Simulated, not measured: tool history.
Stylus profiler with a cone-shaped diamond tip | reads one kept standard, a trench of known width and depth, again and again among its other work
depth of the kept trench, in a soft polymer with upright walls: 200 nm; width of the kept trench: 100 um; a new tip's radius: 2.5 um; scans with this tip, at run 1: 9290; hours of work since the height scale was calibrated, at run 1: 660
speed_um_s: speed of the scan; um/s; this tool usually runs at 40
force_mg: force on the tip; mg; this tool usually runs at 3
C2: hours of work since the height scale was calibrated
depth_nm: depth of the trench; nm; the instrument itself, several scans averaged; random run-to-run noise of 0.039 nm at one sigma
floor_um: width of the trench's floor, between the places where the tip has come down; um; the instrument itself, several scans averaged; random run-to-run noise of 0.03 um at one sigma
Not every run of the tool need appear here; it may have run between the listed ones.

run 1 day=0 | speed_um_s=40 force_mg=3 | scans_with_this_tip=9290 C2=660 | depth_nm=203.65 floor_um=97.91
run 2 day=2.429 | speed_um_s=40 force_mg=3 | scans_with_this_tip=9723 C2=691 | depth_nm=203.71 floor_um=97.96
run 3 day=3.896 | speed_um_s=40 force_mg=3 | scans_with_this_tip=9984 C2=709 | depth_nm=203.64 floor_um=97.95
run 4 day=5.504 | speed_um_s=40 force_mg=1.38 | scans_with_this_tip=10270 C2=730 | depth_nm=202.14 floor_um=97.87
run 5 day=7.433 | speed_um_s=40 force_mg=3 | scans_with_this_tip=10614 C2=754 | depth_nm=203.67 floor_um=97.91
run 6 day=8.546 | speed_um_s=40 force_mg=3 | scans_with_this_tip=10812 C2=768 | depth_nm=203.66 floor_um=97.91
run 7 day=10.55 | speed_um_s=40 force_mg=3 | scans_with_this_tip=11169 C2=794 | depth_nm=203.67 floor_um=97.92
-- day=12.038 height scale calibrated on a step standard
run 8 day=13.021 | speed_um_s=40 force_mg=1.02 | scans_with_this_tip=11606 C2=12 | depth_nm=201.83 floor_um=97.79
run 9 day=14.888 | speed_um_s=25 force_mg=3 | scans_with_this_tip=11938 C2=36 | depth_nm=203.61 floor_um=97.99
run 10 day=16.371 | speed_um_s=25 force_mg=3 | scans_with_this_tip=12202 C2=55 | depth_nm=203.67 floor_um=97.97
run 11 day=17.608 | speed_um_s=25 force_mg=3 | scans_with_this_tip=12422 C2=70 | depth_nm=203.67 floor_um=97.95
run 12 day=19.775 | speed_um_s=25 force_mg=2.39 | scans_with_this_tip=12809 C2=98 | depth_nm=203.02 floor_um=97.97
run 13 day=22.225 | speed_um_s=25 force_mg=2.39 | scans_with_this_tip=13245 C2=129 | depth_nm=203.13 floor_um=97.92
run 14 day=23.483 | speed_um_s=25 force_mg=2.39 | scans_with_this_tip=13469 C2=145 | depth_nm=203.13 floor_um=97.96
run 15 day=24.825 | speed_um_s=25 force_mg=2.39 | scans_with_this_tip=13708 C2=162 | depth_nm=203.17 floor_um=97.97
run 16 day=27.192 | speed_um_s=25 force_mg=2.39 | scans_with_this_tip=14129 C2=192 | depth_nm=203.22 floor_um=97.97
run 17 day=28.512 | speed_um_s=40 force_mg=1.07 | scans_with_this_tip=14364 C2=208 | depth_nm=201.84 floor_um=97.85
run 18 day=30.179 | speed_um_s=40 force_mg=1.07 | scans_with_this_tip=14661 C2=230 | depth_nm=201.82 floor_um=97.88
run 19 day=31.738 | speed_um_s=105 force_mg=1.82 | scans_with_this_tip=14938 C2=249 | depth_nm=202.63 floor_um=97.67
run 20 day=32.967 | speed_um_s=23 force_mg=2.97 | scans_with_this_tip=15157 C2=265 | depth_nm=203.66 floor_um=97.96
run 21 day=35.338 | speed_um_s=23 force_mg=2.97 | scans_with_this_tip=15580 C2=295 | depth_nm=203.65 floor_um=97.96
run 22 day=36.967 | speed_um_s=23 force_mg=2.97 | scans_with_this_tip=15870 C2=315 | depth_nm=203.65 floor_um=97.96
run 23 day=39.321 | speed_um_s=40 force_mg=1.52 | scans_with_this_tip=16289 C2=345 | depth_nm=202.35 floor_um=97.86
run 24 day=40.821 | speed_um_s=40 force_mg=1.52 | scans_with_this_tip=16556 C2=364 | depth_nm=202.27 floor_um=97.88

Each row is a separate what-if for the run after 24, all from the same tool condition, not one after another. Results?
run A day=42.738 | speed_um_s=49 force_mg=3.15 | scans_with_this_tip=16898 C2=389 | depth_nm=? floor_um=?
run B day=42.738 | speed_um_s=31 force_mg=5.95 | scans_with_this_tip=16898 C2=389 | depth_nm=? floor_um=?
run C day=42.738 | speed_um_s=13 force_mg=1.73 | scans_with_this_tip=16898 C2=389 | depth_nm=? floor_um=?
run D day=42.738 | speed_um_s=35 force_mg=6.23 | scans_with_this_tip=16898 C2=389 | depth_nm=? floor_um=?
run E day=42.738 | speed_um_s=17 force_mg=2 | scans_with_this_tip=16898 C2=389 | depth_nm=? floor_um=?

run=A depth_nm=203.82 floor_um=97.88
run=B depth_nm=205.88 floor_um=97.97
run=C depth_nm=202.55 floor_um=97.96
run=D depth_nm=205.91 floor_um=97.96
run=E depth_nm=202.81 floor_um=97.96
Without the tool's hidden state the same runs would have given:
run=A depth_nm=203.82 floor_um=97.9
run=B depth_nm=205.89 floor_um=97.99
run=C depth_nm=202.56 floor_um=97.98
run=D depth_nm=205.91 floor_um=97.98
run=E depth_nm=202.82 floor_um=97.97

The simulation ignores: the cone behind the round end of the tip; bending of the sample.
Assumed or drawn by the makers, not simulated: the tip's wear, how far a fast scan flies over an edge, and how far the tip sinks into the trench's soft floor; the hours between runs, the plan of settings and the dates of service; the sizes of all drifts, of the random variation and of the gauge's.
